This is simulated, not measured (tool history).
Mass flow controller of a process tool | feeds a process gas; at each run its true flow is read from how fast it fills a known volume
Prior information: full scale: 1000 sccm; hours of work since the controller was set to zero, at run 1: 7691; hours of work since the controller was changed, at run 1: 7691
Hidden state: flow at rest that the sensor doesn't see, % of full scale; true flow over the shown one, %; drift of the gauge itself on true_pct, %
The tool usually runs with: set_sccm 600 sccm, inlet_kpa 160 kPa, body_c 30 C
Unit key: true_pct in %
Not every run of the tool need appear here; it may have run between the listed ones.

run	hour	set_sccm	inlet_kpa	body_c	hours of work since the controller was set to zero	hours of work since the controller was changed	true_pct
1	0.0	600	160	30	7691	7691	101.51
2	268.3	600	160	30	7906	7906	101.49
3	380.6	600	160	30	7996	7996	101.50
4	553.1	600	160	30	8134	8134	101.60
5	766.5	862	160	30	8304	8304	101.82
6	1035.6	862	160	30	8519	8519	101.96
7	1280.7	862	160	30	8715	8715	101.98
# hour 1329.8: controller's zero set anew
8	1483.1	600	160	30	123	8877	102.64
9	1671.4	600	160	24	273	9027	102.35
10	1837.5	600	160	24	406	9160	102.39
11	2045.5	600	241	30	572	9326	103.07
12	2165.6	600	160	20	668	9422	102.30
13	2304.3	600	160	30	779	9533	102.79
# hour 2330.4: controller's zero set anew, once more
14	2458.1	376	172	22	102	9656	99.08
15	2688.0	600	160	31	286	9840	100.18
16	2933.6	600	160	31	482	10036	100.31
17	3149.0	258	178	40	654	10208	100.23
18	3324.1	258	178	40	794	10348	100.25
19	3505.3	598	178	30	939	10493	100.43
20	3730.8	598	178	34	1120	10673	100.70
21	3962.3	600	192	39	1305	10858	101.12
22	4134.8	600	192	39	1442	10996	101.18
23	4379.3	600	192	39	1638	11192	101.18
24	4615.3	600	280	31	1827	11380	101.03
25	4769.8	312	144	22	1950	11504	99.74

Selected run-to-run steps in true_pct, each split into two signed amounts: the part the tool would show with no hidden state at all (from settings, incoming material and random variation), and the remainder, which goes to the hidden state together with any gauge scatter not common to the measured and the hidden-state-free results:
Run 7 -> 8: set_sccm 862 -> 600, controller's zero set anew. true_pct +0.66 %: hidden state +1.42, all else -0.76.
Run 13 -> 14: set_sccm 600 -> 376, inlet_kpa 160 -> 172, body_c 30 -> 22, controller's zero set anew, once more. true_pct -3.71 %: hidden state -2.60, all else -1.11.
Run 24 -> 25: set_sccm 600 -> 312, inlet_kpa 280 -> 144, body_c 31 -> 22. true_pct -1.29 %: hidden state +0.47, all else -1.76.

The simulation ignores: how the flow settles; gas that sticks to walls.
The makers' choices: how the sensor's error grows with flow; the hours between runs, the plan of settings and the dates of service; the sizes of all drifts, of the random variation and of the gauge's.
